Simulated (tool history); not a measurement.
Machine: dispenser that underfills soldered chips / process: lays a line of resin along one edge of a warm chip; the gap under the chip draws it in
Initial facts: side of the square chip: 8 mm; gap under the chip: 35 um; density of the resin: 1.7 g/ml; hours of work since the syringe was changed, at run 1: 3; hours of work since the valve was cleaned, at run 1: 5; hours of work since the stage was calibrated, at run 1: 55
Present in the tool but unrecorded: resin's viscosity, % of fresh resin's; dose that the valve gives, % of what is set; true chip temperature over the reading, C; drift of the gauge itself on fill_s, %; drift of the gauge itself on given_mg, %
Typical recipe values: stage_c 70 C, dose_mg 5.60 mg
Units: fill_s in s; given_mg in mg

| run | hour | stage_c | dose_mg | hours of work since the syringe was changed | hours of work since the valve was cleaned | hours of work since the stage was calibrated | fill_s | given_mg |
|---|---|---|---|---|---|---|---|---|
| 1 | 0.0 | 70 | 5.60 | 3 | 5 | 55 | 112.2 | 5.54 |
| 2 | 4.6 | 70 | 5.60 | 7 | 9 | 59 | 140.8 | 5.60 |
|  | 5.8 | new syringe of resin |
| 3 | 10.2 | 70 | 5.60 | 3 | 13 | 63 | 115.3 | 5.54 |
| 4 | 12.9 | 70 | 5.60 | 5 | 15 | 65 | 130.6 | 5.52 |
|  | 15.7 | new syringe of resin |
| 5 | 17.0 | 70 | 5.60 | 1 | 18 | 68 | 98.5 | 5.50 |
| 6 | 20.1 | 70 | 5.60 | 3 | 20 | 70 | 115.2 | 5.50 |
| 7 | 23.0 | 70 | 5.60 | 6 | 22 | 73 | 133.9 | 5.48 |
|  | 25.2 | new syringe of resin |
| 8 | 25.6 | 70 | 5.60 | 0 | 24 | 74 | 93.2 | 5.53 |
| 9 | 27.9 | 70 | 5.60 | 2 | 26 | 76 | 105.7 | 5.54 |
| 10 | 30.5 | 70 | 5.60 | 4 | 28 | 78 | 121.6 | 5.44 |
| 11 | 33.4 | 70 | 5.95 | 6 | 30 | 80 | 136.3 | 5.79 |
|  | 35.1 | new syringe of resin |
| 12 | 37.0 | 80 | 5.60 | 1 | 33 | 83 | 71.1 | 5.46 |
| 13 | 40.1 | 70 | 5.48 | 4 | 35 | 85 | 118.0 | 5.32 |
| 14 | 43.2 | 70 | 5.48 | 6 | 37 | 88 | 138.0 | 5.35 |
|  | 45.0 | new syringe of resin |
| 15 | 47.1 | 70 | 5.60 | 2 | 40 | 90 | 101.2 | 5.41 |
| 16 | 50.4 | 70 | 5.60 | 4 | 43 | 93 | 119.2 | 5.44 |
| 17 | 53.4 | 70 | 6.59 | 7 | 45 | 95 | 133.6 | 6.35 |
|  | 54.8 | new syringe of resin |
| 18 | 58.1 | 70 | 6.59 | 3 | 48 | 99 | 106.5 | 6.36 |
| 19 | 63.2 | 57 | 4.95 | 6 | 52 | 103 | 232.4 | 4.74 |
|  | 64.5 | new syringe of resin |
| 20 | 67.1 | 59 | 5.60 | 2 | 55 | 105 | 153.7 | 5.37 |
| 21 | 69.4 | 85 | 5.60 | 4 | 57 | 107 | 71.3 | 5.37 |
| 22 | 73.0 | 58 | 5.52 | 7 | 60 | 110 | 213.8 | 5.31 |
|  | 74.3 | new syringe of resin |
| 23 | 78.6 | 79 | 6.34 | 3 | 64 | 114 | 82.7 | 6.07 |
| 24 | 81.7 | 74 | 5.32 | 6 | 66 | 116 | 118.2 | 5.07 |
|  | 84.2 | new syringe of resin |
| 25 | 87.5 | 59 | 4.95 | 3 | 70 | 121 | 166.8 | 4.72 |
| 26 | 91.2 | 63 | 5.60 | 5 | 73 | 124 | 165.4 | 5.32 |
|  | 93.9 | new syringe of resin |
| 27 | 95.5 | 63 | 5.60 | 1 | 76 | 127 | 122.6 | 5.30 |
| 28 | 100.3 | 63 | 5.60 | 5 | 80 | 130 | 161.2 | 5.31 |
|  | 103.8 | new syringe of resin |
| 29 | 104.9 | 59 | 5.60 | 1 | 83 | 134 | 141.1 | 5.28 |
| 30 | 107.4 | 70 | 5.58 | 3 | 85 | 136 | 107.4 | 5.25 |
| 31 | 110.8 | 82 | 6.12 | 5 | 88 | 138 | 82.6 | 5.72 |
|  | 113.4 | new syringe of resin |
| 32 | 115.0 | 57 | 6.12 | 1 | 91 | 141 | 160.2 | 5.74 |
| 33 | 117.3 | 70 | 6.00 | 3 | 93 | 143 | 111.1 | 5.60 |
| 34 | 120.3 | 77 | 6.01 | 5 | 95 | 145 | 100.0 | 5.64 |
|  | 123.1 | new syringe of resin |
| 35 | 126.1 | 77 | 6.01 | 2 | 99 | 150 | 83.0 | 5.55 |
| 36 | 129.5 | 76 | 5.67 | 5 | 102 | 152 | 101.3 | 5.27 |

What differs in the tool's unlogged condition from the final listed run ahead of each entry between runs to the first listed run following it?
After run 2, before run 3: new syringe of resin (hour 5.8)
  resin's viscosity, % of fresh resin's: 152.6 -> 124.8; dose that the valve gives, % of what is set: 99.1 -> 98.82; true chip temperature over the reading, C: 0.22 -> 0.25
  measured less the result without the state, fill_s: +48.1 -> +22.2 s; given_mg: -0.05 -> -0.06 mg
After run 4, before run 5: new syringe of resin (hour 15.7)
  resin's viscosity, % of fresh resin's: 142.3 -> 107.3; dose that the valve gives, % of what is set: 98.68 -> 98.49; true chip temperature over the reading, C: 0.26 -> 0.28
  measured less the result without the state, fill_s: +38.2 -> +6.0 s; given_mg: -0.07 -> -0.09 mg
After run 7, before run 8: new syringe of resin (hour 25.2)
  resin's viscosity, % of fresh resin's: 143.1 -> 102.3; dose that the valve gives, % of what is set: 98.18 -> 98.06; true chip temperature over the reading, C: 0.31 -> 0.32
  measured less the result without the state, fill_s: +39.6 -> +1.4 s; given_mg: -0.10 -> -0.11 mg
After run 11, before run 12: new syringe of resin (hour 35.1)
  resin's viscosity, % of fresh resin's: 149 -> 109.3; dose that the valve gives, % of what is set: 97.67 -> 97.49; true chip temperature over the reading, C: 0.36 -> 0.38
  measured less the result without the state, fill_s: +44.0 -> +5.6 s; given_mg: -0.14 -> -0.14 mg
After run 14, before run 15: new syringe of resin (hour 45.0)
  resin's viscosity, % of fresh resin's: 147.7 -> 109.5; dose that the valve gives, % of what is set: 97.2 -> 97.02; true chip temperature over the reading, C: 0.41 -> 0.42
  measured less the result without the state, fill_s: +43.6 -> +7.9 s; given_mg: -0.15 -> -0.17 mg
After run 17, before run 18: new syringe of resin (hour 54.8)
  resin's viscosity, % of fresh resin's: 149.1 -> 118.2; dose that the valve gives, % of what is set: 96.7 -> 96.5; true chip temperature over the reading, C: 0.46 -> 0.48
  measured less the result without the state, fill_s: +42.8 -> +15.1 s; given_mg: -0.22 -> -0.23 mg
After run 19, before run 20: new syringe of resin (hour 64.5)
  resin's viscosity, % of fresh resin's: 151.2 -> 114.2; dose that the valve gives, % of what is set: 96.24 -> 96.06; true chip temperature over the reading, C: 0.5 -> 0.52
  measured less the result without the state, fill_s: +77.7 -> +17.5 s; given_mg: -0.18 -> -0.22 mg
After run 22, before run 23: new syringe of resin (hour 74.3)
  resin's viscosity, % of fresh resin's: 152.3 -> 122.9; dose that the valve gives, % of what is set: 95.77 -> 95.52; true chip temperature over the reading, C: 0.55 -> 0.58
  measured less the result without the state, fill_s: +71.7 -> +14.4 s; given_mg: -0.23 -> -0.29 mg
After run 24, before run 25: new syringe of resin (hour 84.2)
  resin's viscosity, % of fresh resin's: 143.4 -> 116.7; dose that the valve gives, % of what is set: 95.36 -> 95.1; true chip temperature over the reading, C: 0.59 -> 0.62
  measured less the result without the state, fill_s: +35.0 -> +22.8 s; given_mg: -0.25 -> -0.24 mg
After run 26, before run 27: new syringe of resin (hour 93.9)
  resin's viscosity, % of fresh resin's: 139.7 -> 107.6; dose that the valve gives, % of what is set: 94.93 -> 94.73; true chip temperature over the reading, C: 0.64 -> 0.66
  measured less the result without the state, fill_s: +45.5 -> +7.2 s; given_mg: -0.29 -> -0.30 mg
After run 28, before run 29: new syringe of resin (hour 103.8)
  resin's viscosity, % of fresh resin's: 136.2 -> 104.9; dose that the valve gives, % of what is set: 94.48 -> 94.26; true chip temperature over the reading, C: 0.69 -> 0.71
  measured less the result without the state, fill_s: +41.0 -> +4.5 s; given_mg: -0.31 -> -0.32 mg
After run 31, before run 32: new syringe of resin (hour 113.4)
  resin's viscosity, % of fresh resin's: 139.7 -> 110.3; dose that the valve gives, % of what is set: 93.96 -> 93.77; true chip temperature over the reading, C: 0.74 -> 0.75
  measured less the result without the state, fill_s: +22.6 -> +11.9 s; given_mg: -0.37 -> -0.38 mg
After run 34, before run 35: new syringe of resin (hour 123.1)
  resin's viscosity, % of fresh resin's: 142.3 -> 116.5; dose that the valve gives, % of what is set: 93.49 -> 93.19; true chip temperature over the reading, C: 0.78 -> 0.81
  measured less the result without the state, fill_s: +28.7 -> +10.5 s; given_mg: -0.40 -> -0.41 mg
